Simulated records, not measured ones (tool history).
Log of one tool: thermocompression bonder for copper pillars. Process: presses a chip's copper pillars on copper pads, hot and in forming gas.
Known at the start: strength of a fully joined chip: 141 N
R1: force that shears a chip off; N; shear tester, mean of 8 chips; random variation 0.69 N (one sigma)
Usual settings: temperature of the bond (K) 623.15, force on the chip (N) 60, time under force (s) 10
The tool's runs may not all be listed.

run 1 hour=0 | temperature_of_the_bond_(K)=623.15 force_on_the_chip_(N)=60 time_under_force_(s)=10 | R1=89.2
run 2 hour=7.1 | temperature_of_the_bond_(K)=623.15 force_on_the_chip_(N)=60 time_under_force_(s)=10 | R1=89.1
run 3 hour=15.6 | temperature_of_the_bond_(K)=623.15 force_on_the_chip_(N)=51 time_under_force_(s)=10 | R1=78
run 4 hour=25 | temperature_of_the_bond_(K)=623.15 force_on_the_chip_(N)=60 time_under_force_(s)=14 | R1=96.1
run 5 hour=30.1 | temperature_of_the_bond_(K)=623.15 force_on_the_chip_(N)=60 time_under_force_(s)=14 | R1=96.5
run 6 hour=35.2 | temperature_of_the_bond_(K)=623.15 force_on_the_chip_(N)=60 time_under_force_(s)=14 | R1=96.3
run 7 hour=44.7 | temperature_of_the_bond_(K)=623.15 force_on_the_chip_(N)=60 time_under_force_(s)=10 | R1=86.9
run 8 hour=50.1 | temperature_of_the_bond_(K)=623.15 force_on_the_chip_(N)=60 time_under_force_(s)=6 | R1=74.1
run 9 hour=54.5 | temperature_of_the_bond_(K)=623.15 force_on_the_chip_(N)=60 time_under_force_(s)=10 | R1=86.3
run 10 hour=62.4 | temperature_of_the_bond_(K)=623.15 force_on_the_chip_(N)=60 time_under_force_(s)=10 | R1=86.9
run 11 hour=70.9 | temperature_of_the_bond_(K)=623.15 force_on_the_chip_(N)=60 time_under_force_(s)=10 | R1=86.4
run 12 hour=80.3 | temperature_of_the_bond_(K)=623.15 force_on_the_chip_(N)=60 time_under_force_(s)=10 | R1=87.7
run 13 hour=90.1 | temperature_of_the_bond_(K)=623.15 force_on_the_chip_(N)=60 time_under_force_(s)=10 | R1=86.2
run 14 hour=98.4 | temperature_of_the_bond_(K)=627.15 force_on_the_chip_(N)=60 time_under_force_(s)=19 | R1=104.5
run 15 hour=108.2 | temperature_of_the_bond_(K)=638.15 force_on_the_chip_(N)=60 time_under_force_(s)=20 | R1=112.8
run 16 hour=117.8 | temperature_of_the_bond_(K)=638.15 force_on_the_chip_(N)=60 time_under_force_(s)=20 | R1=112.1
run 17 hour=126.5 | temperature_of_the_bond_(K)=623.15 force_on_the_chip_(N)=53 time_under_force_(s)=10 | R1=77.8
run 18 hour=134.3 | temperature_of_the_bond_(K)=623.15 force_on_the_chip_(N)=62 time_under_force_(s)=6 | R1=75
run 19 hour=144.1 | temperature_of_the_bond_(K)=623.15 force_on_the_chip_(N)=62 time_under_force_(s)=6 | R1=75.3
run 20 hour=149 | temperature_of_the_bond_(K)=608.15 force_on_the_chip_(N)=54 time_under_force_(s)=9 | R1=65.6
run 21 hour=156.3 | temperature_of_the_bond_(K)=627.15 force_on_the_chip_(N)=39 time_under_force_(s)=29 | R1=88.8
run 22 hour=160.5 | temperature_of_the_bond_(K)=649.15 force_on_the_chip_(N)=43 time_under_force_(s)=29 | R1=109.4

Some steps in R1 between neighbouring runs. How much of each would the tool show without its hidden state too (settings, what came in, random variation), and how much is left for the hidden state, with any gauge scatter that isn't in both results?
The hidden state here: true temperature of the bond over the reading, C; force that reaches the chip, % of what is set; oxide that the forming gas leaves, % of the face; drift of the gauge itself on shear_n, %.
Run 16 -> 17: temperature of the bond (K) 638.15 -> 623.15, force on the chip (N) 60 -> 53, time under force (s) 20 -> 10. R1 -34.3 N: hidden state +1.9, all else -36.2.
Run 20 -> 21: temperature of the bond (K) 608.15 -> 627.15, force on the chip (N) 54 -> 39, time under force (s) 9 -> 29. R1 +23.2 N: hidden state -1.5, all else +24.7.
Run 21 -> 22: temperature of the bond (K) 627.15 -> 649.15, force on the chip (N) 39 -> 43. R1 +20.6 N: hidden state -1.7, all else +22.3.
